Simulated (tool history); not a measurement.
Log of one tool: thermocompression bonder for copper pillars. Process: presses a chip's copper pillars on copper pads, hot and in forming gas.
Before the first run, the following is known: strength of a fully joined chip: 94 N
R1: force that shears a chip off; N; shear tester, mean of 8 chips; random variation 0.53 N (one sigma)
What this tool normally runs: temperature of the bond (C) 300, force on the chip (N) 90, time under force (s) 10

run 1 hour=0.0 | temperature_of_the_bond_(C)=300 force_on_the_chip_(N)=90 time_under_force_(s)=10 | R1=49.2
run 2 hour=86.9 | temperature_of_the_bond_(C)=300 force_on_the_chip_(N)=90 time_under_force_(s)=10 | R1=49.3
-- hour=103.3 forming gas filter changed
run 3 hour=132.9 | temperature_of_the_bond_(C)=300 force_on_the_chip_(N)=90 time_under_force_(s)=10 | R1=51.2
run 4 hour=232.4 | temperature_of_the_bond_(C)=300 force_on_the_chip_(N)=90 time_under_force_(s)=10 | R1=50.6
run 5 hour=280.9 | temperature_of_the_bond_(C)=300 force_on_the_chip_(N)=90 time_under_force_(s)=10 | R1=48.5
run 6 hour=337.2 | temperature_of_the_bond_(C)=300 force_on_the_chip_(N)=90 time_under_force_(s)=10 | R1=50.4
run 7 hour=397.3 | temperature_of_the_bond_(C)=300 force_on_the_chip_(N)=90 time_under_force_(s)=5 | R1=38.9
run 8 hour=466.7 | temperature_of_the_bond_(C)=300 force_on_the_chip_(N)=90 time_under_force_(s)=5 | R1=39.3
run 9 hour=557.0 | temperature_of_the_bond_(C)=300 force_on_the_chip_(N)=90 time_under_force_(s)=5 | R1=38.2
-- hour=593.1 forming gas filter changed
run 10 hour=647.7 | temperature_of_the_bond_(C)=300 force_on_the_chip_(N)=90 time_under_force_(s)=5 | R1=39.7
run 11 hour=690.4 | temperature_of_the_bond_(C)=300 force_on_the_chip_(N)=90 time_under_force_(s)=5 | R1=40.0
run 12 hour=734.8 | temperature_of_the_bond_(C)=300 force_on_the_chip_(N)=90 time_under_force_(s)=5 | R1=39.4
run 13 hour=789.6 | temperature_of_the_bond_(C)=300 force_on_the_chip_(N)=90 time_under_force_(s)=10 | R1=50.8
run 14 hour=858.4 | temperature_of_the_bond_(C)=300 force_on_the_chip_(N)=90 time_under_force_(s)=10 | R1=49.6
-- hour=866.7 force cell calibrated
run 15 hour=916.6 | temperature_of_the_bond_(C)=300 force_on_the_chip_(N)=90 time_under_force_(s)=10 | R1=49.5
run 16 hour=1005.7 | temperature_of_the_bond_(C)=300 force_on_the_chip_(N)=90 time_under_force_(s)=10 | R1=48.8
-- hour=1086.1 forming gas filter changed
run 17 hour=1099.7 | temperature_of_the_bond_(C)=280 force_on_the_chip_(N)=90 time_under_force_(s)=10 | R1=41.1
-- hour=1105.9 force cell calibrated, once more
run 18 hour=1166.9 | temperature_of_the_bond_(C)=280 force_on_the_chip_(N)=90 time_under_force_(s)=20 | R1=54.6
run 19 hour=1261.9 | temperature_of_the_bond_(C)=325 force_on_the_chip_(N)=61 time_under_force_(s)=16 | R1=54.3
run 20 hour=1333.6 | temperature_of_the_bond_(C)=300 force_on_the_chip_(N)=80 time_under_force_(s)=26 | R1=62.2
run 21 hour=1430.3 | temperature_of_the_bond_(C)=300 force_on_the_chip_(N)=80 time_under_force_(s)=15 | R1=52.9
run 22 hour=1520.2 | temperature_of_the_bond_(C)=297 force_on_the_chip_(N)=90 time_under_force_(s)=9 | R1=47.8
-- hour=1580.0 forming gas filter changed
run 23 hour=1583.3 | temperature_of_the_bond_(C)=297 force_on_the_chip_(N)=76 time_under_force_(s)=9 | R1=42.0
run 24 hour=1625.4 | temperature_of_the_bond_(C)=297 force_on_the_chip_(N)=76 time_under_force_(s)=9 | R1=42.3
run 25 hour=1677.8 | temperature_of_the_bond_(C)=307 force_on_the_chip_(N)=76 time_under_force_(s)=6 | R1=39.7
run 26 hour=1779.7 | temperature_of_the_bond_(C)=313 force_on_the_chip_(N)=83 time_under_force_(s)=7 | R1=47.5
run 27 hour=1824.9 | temperature_of_the_bond_(C)=310 force_on_the_chip_(N)=90 time_under_force_(s)=17 | R1=64.6
run 28 hour=1909.9 | temperature_of_the_bond_(C)=310 force_on_the_chip_(N)=90 time_under_force_(s)=17 | R1=62.8

Consider 5 possible next runs. They are alternatives, not a sequence: every one starts from the tool as it was left by run 28. What does each give?
-- hour=1933.0 heater calibrated with a thermocouple chip
run A hour=1989.8 | temperature_of_the_bond_(C)=317 force_on_the_chip_(N)=90 time_under_force_(s)=25 | R1=?
-- hour=1933.0 heater calibrated with a thermocouple chip
run B hour=1989.8 | temperature_of_the_bond_(C)=283 force_on_the_chip_(N)=85 time_under_force_(s)=17 | R1=?
-- hour=1933.0 heater calibrated with a thermocouple chip
run C hour=1989.8 | temperature_of_the_bond_(C)=285 force_on_the_chip_(N)=58 time_under_force_(s)=10 | R1=?
-- hour=1933.0 heater calibrated with a thermocouple chip
run D hour=1989.8 | temperature_of_the_bond_(C)=310 force_on_the_chip_(N)=106 time_under_force_(s)=14 | R1=?
-- hour=1933.0 heater calibrated with a thermocouple chip
run E hour=1989.8 | temperature_of_the_bond_(C)=300 force_on_the_chip_(N)=90 time_under_force_(s)=29 | R1=?

run=A R1=69.2
run=B R1=46.8
run=C R1=27.7
run=D R1=63.9
run=E R1=64.0
Without the tool's hidden state the same runs would have given:
run=A R1=72.7
run=B R1=49.5
run=C R1=29.5
run=D R1=67.3
run=E R1=67.4

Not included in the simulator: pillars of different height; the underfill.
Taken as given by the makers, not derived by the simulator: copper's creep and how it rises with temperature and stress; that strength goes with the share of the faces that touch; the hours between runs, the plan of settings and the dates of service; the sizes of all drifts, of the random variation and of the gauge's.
